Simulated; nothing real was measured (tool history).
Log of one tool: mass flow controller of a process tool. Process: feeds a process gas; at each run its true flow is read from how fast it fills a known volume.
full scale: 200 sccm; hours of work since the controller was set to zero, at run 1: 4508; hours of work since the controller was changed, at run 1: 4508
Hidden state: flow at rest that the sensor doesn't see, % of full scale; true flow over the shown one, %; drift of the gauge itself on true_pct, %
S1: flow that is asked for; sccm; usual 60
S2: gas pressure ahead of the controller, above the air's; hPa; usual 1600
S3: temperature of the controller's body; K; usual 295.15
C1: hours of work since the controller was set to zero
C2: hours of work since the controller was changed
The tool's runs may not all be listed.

run 1 hour=0 | S1=60 S2=1600 S3=295.15 | C1=4508 C2=4508 | true_flow_(%)=97.61
run 2 hour=154.4 | S1=60 S2=1910 S3=295.15 | C1=4594 C2=4594 | true_flow_(%)=97.26
run 3 hour=361.5 | S1=60 S2=1910 S3=295.15 | C1=4709 C2=4709 | true_flow_(%)=97.43
run 4 hour=471.7 | S1=60 S2=1910 S3=298.15 | C1=4770 C2=4770 | true_flow_(%)=97.09
run 5 hour=670.1 | S1=60 S2=1910 S3=298.15 | C1=4880 C2=4880 | true_flow_(%)=97.04
run 6 hour=819.5 | S1=60 S2=1600 S3=298.15 | C1=4963 C2=4963 | true_flow_(%)=97.32
run 7 hour=926.9 | S1=60 S2=1600 S3=298.15 | C1=5023 C2=5023 | true_flow_(%)=97.16
run 8 hour=1078.9 | S1=60 S2=1600 S3=295.15 | C1=5107 C2=5107 | true_flow_(%)=97.45
-- hour=1094.9 controller's zero set anew
run 9 hour=1308.8 | S1=60 S2=1600 S3=295.15 | C1=119 C2=5234 | true_flow_(%)=96.68
run 10 hour=1564.3 | S1=60 S2=1600 S3=295.15 | C1=261 C2=5376 | true_flow_(%)=96.52
run 11 hour=1746.5 | S1=60 S2=1600 S3=295.15 | C1=362 C2=5477 | true_flow_(%)=96.45
run 12 hour=1898.8 | S1=60 S2=1600 S3=295.15 | C1=446 C2=5562 | true_flow_(%)=96.41
run 13 hour=2108.1 | S1=60 S2=1510 S3=295.15 | C1=562 C2=5678 | true_flow_(%)=96.53
-- hour=2147.5 controller's zero set anew, once more
run 14 hour=2298.5 | S1=60 S2=1600 S3=295.15 | C1=84 C2=5784 | true_flow_(%)=99.06
run 15 hour=2403.1 | S1=60 S2=2510 S3=305.15 | C1=142 C2=5842 | true_flow_(%)=97.47
run 16 hour=2636.5 | S1=39 S2=1440 S3=296.15 | C1=271 C2=5971 | true_flow_(%)=98.48
run 17 hour=2863.9 | S1=60 S2=2360 S3=295.15 | C1=398 C2=6097 | true_flow_(%)=98.57
run 18 hour=3098.2 | S1=22 S2=2450 S3=295.15 | C1=528 C2=6227 | true_flow_(%)=97.33
run 19 hour=3281.9 | S1=22 S2=1820 S3=312.15 | C1=630 C2=6329 | true_flow_(%)=96.06
run 20 hour=3535.6 | S1=22 S2=1820 S3=312.15 | C1=771 C2=6470 | true_flow_(%)=95.95
run 21 hour=3711.1 | S1=25 S2=1690 S3=295.15 | C1=868 C2=6568 | true_flow_(%)=97.64
run 22 hour=3824.4 | S1=22 S2=1430 S3=299.15 | C1=931 C2=6631 | true_flow_(%)=97.21
run 23 hour=3980.6 | S1=92 S2=2050 S3=293.15 | C1=1018 C2=6717 | true_flow_(%)=99.34
run 24 hour=4159.9 | S1=37 S2=2210 S3=295.15 | C1=1117 C2=6817 | true_flow_(%)=97.73
run 25 hour=4305.3 | S1=60 S2=1600 S3=305.15 | C1=1198 C2=6897 | true_flow_(%)=97.74
run 26 hour=4532.8 | S1=60 S2=1630 S3=300.15 | C1=1324 C2=7024 | true_flow_(%)=98.2
run 27 hour=4726.1 | S1=60 S2=1630 S3=300.15 | C1=1431 C2=7131 | true_flow_(%)=98.21

Forecast each of these 3 alternatives for the next run:
run A hour=4986 | S1=37 S2=1820 S3=308.15 | C1=1576 C2=7275 | true_flow_(%)=?
run B hour=4986 | S1=174 S2=1630 S3=297.15 | C1=1576 C2=7275 | true_flow_(%)=?
run C hour=4986 | S1=70 S2=1710 S3=310.15 | C1=1576 C2=7275 | true_flow_(%)=?

run=A true_flow_(%)=96.59
run=B true_flow_(%)=100.49
run=C true_flow_(%)=97.49
Without the tool's hidden state the same runs would have given:
run=A true_flow_(%)=96.99
run=B true_flow_(%)=100.01
run=C true_flow_(%)=97.37
